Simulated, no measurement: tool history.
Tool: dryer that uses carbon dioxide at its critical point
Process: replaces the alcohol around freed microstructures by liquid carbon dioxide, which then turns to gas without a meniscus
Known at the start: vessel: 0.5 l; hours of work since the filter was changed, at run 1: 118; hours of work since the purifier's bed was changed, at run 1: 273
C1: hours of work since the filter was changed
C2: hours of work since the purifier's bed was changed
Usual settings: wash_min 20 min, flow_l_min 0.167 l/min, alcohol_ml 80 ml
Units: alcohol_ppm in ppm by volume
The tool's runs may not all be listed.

run 1 hour=0.0 | wash_min=20 flow_l_min=0.167 alcohol_ml=80 | C1=118 C2=273 | alcohol_ppm=563
run 2 hour=7.1 | wash_min=20 flow_l_min=0.167 alcohol_ml=80 | C1=122 C2=277 | alcohol_ppm=585
run 3 hour=14.7 | wash_min=20 flow_l_min=0.167 alcohol_ml=80 | C1=126 C2=280 | alcohol_ppm=575
run 4 hour=28.4 | wash_min=20 flow_l_min=0.167 alcohol_ml=80 | C1=133 C2=287 | alcohol_ppm=588
run 5 hour=45.6 | wash_min=20 flow_l_min=0.167 alcohol_ml=80 | C1=142 C2=296 | alcohol_ppm=581
run 6 hour=58.7 | wash_min=16 flow_l_min=0.167 alcohol_ml=80 | C1=148 C2=303 | alcohol_ppm=1774
run 7 hour=68.7 | wash_min=20 flow_l_min=0.167 alcohol_ml=80 | C1=153 C2=308 | alcohol_ppm=602
run 8 hour=77.3 | wash_min=23 flow_l_min=0.167 alcohol_ml=80 | C1=158 C2=312 | alcohol_ppm=271
run 9 hour=90.5 | wash_min=20 flow_l_min=0.167 alcohol_ml=80 | C1=164 C2=319 | alcohol_ppm=608
run 10 hour=105.3 | wash_min=20 flow_l_min=0.167 alcohol_ml=80 | C1=172 C2=326 | alcohol_ppm=615
run 11 hour=112.9 | wash_min=20 flow_l_min=0.167 alcohol_ml=80 | C1=176 C2=330 | alcohol_ppm=630
run 12 hour=127.3 | wash_min=20 flow_l_min=0.167 alcohol_ml=22 | C1=183 C2=338 | alcohol_ppm=191
run 13 hour=139.1 | wash_min=20 flow_l_min=0.167 alcohol_ml=22 | C1=189 C2=344 | alcohol_ppm=203
run 14 hour=150.4 | wash_min=19 flow_l_min=0.167 alcohol_ml=80 | C1=195 C2=349 | alcohol_ppm=799
run 15 hour=160.2 | wash_min=19 flow_l_min=0.167 alcohol_ml=80 | C1=200 C2=354 | alcohol_ppm=806
run 16 hour=170.5 | wash_min=19 flow_l_min=0.167 alcohol_ml=80 | C1=205 C2=360 | alcohol_ppm=807
run 17 hour=182.1 | wash_min=20 flow_l_min=0.167 alcohol_ml=80 | C1=211 C2=365 | alcohol_ppm=594
run 18 hour=191.4 | wash_min=20 flow_l_min=0.167 alcohol_ml=80 | C1=216 C2=370 | alcohol_ppm=618
run 19 hour=208.4 | wash_min=20 flow_l_min=0.167 alcohol_ml=80 | C1=224 C2=379 | alcohol_ppm=621
run 20 hour=217.7 | wash_min=20 flow_l_min=0.167 alcohol_ml=64 | C1=229 C2=383 | alcohol_ppm=490
run 21 hour=233.7 | wash_min=20 flow_l_min=0.167 alcohol_ml=64 | C1=237 C2=392 | alcohol_ppm=511
run 22 hour=248.4 | wash_min=20 flow_l_min=0.212 alcohol_ml=80 | C1=245 C2=399 | alcohol_ppm=164
run 23 hour=260.5 | wash_min=20 flow_l_min=0.212 alcohol_ml=80 | C1=251 C2=405 | alcohol_ppm=160
run 24 hour=268.6 | wash_min=20 flow_l_min=0.212 alcohol_ml=80 | C1=255 C2=409 | alcohol_ppm=156
run 25 hour=284.7 | wash_min=21 flow_l_min=0.212 alcohol_ml=32 | C1=263 C2=418 | alcohol_ppm=85
run 26 hour=299.5 | wash_min=18 flow_l_min=0.197 alcohol_ml=22 | C1=271 C2=425 | alcohol_ppm=145
run 27 hour=310.3 | wash_min=18 flow_l_min=0.197 alcohol_ml=22 | C1=276 C2=431 | alcohol_ppm=160
run 28 hour=320.4 | wash_min=18 flow_l_min=0.197 alcohol_ml=22 | C1=281 C2=436 | alcohol_ppm=156
run 29 hour=334.6 | wash_min=20 flow_l_min=0.155 alcohol_ml=119 | C1=288 C2=443 | alcohol_ppm=1438

The next listed run, before its measurement:
run 30 hour=351.0 | wash_min=20 flow_l_min=0.155 alcohol_ml=119 | C1=297 C2=451 | alcohol_ppm=?

Run 30 gave alcohol_ppm 1436 ppm by volume.
Without the tool's hidden state the same run would have given alcohol_ppm 1147 ppm by volume.

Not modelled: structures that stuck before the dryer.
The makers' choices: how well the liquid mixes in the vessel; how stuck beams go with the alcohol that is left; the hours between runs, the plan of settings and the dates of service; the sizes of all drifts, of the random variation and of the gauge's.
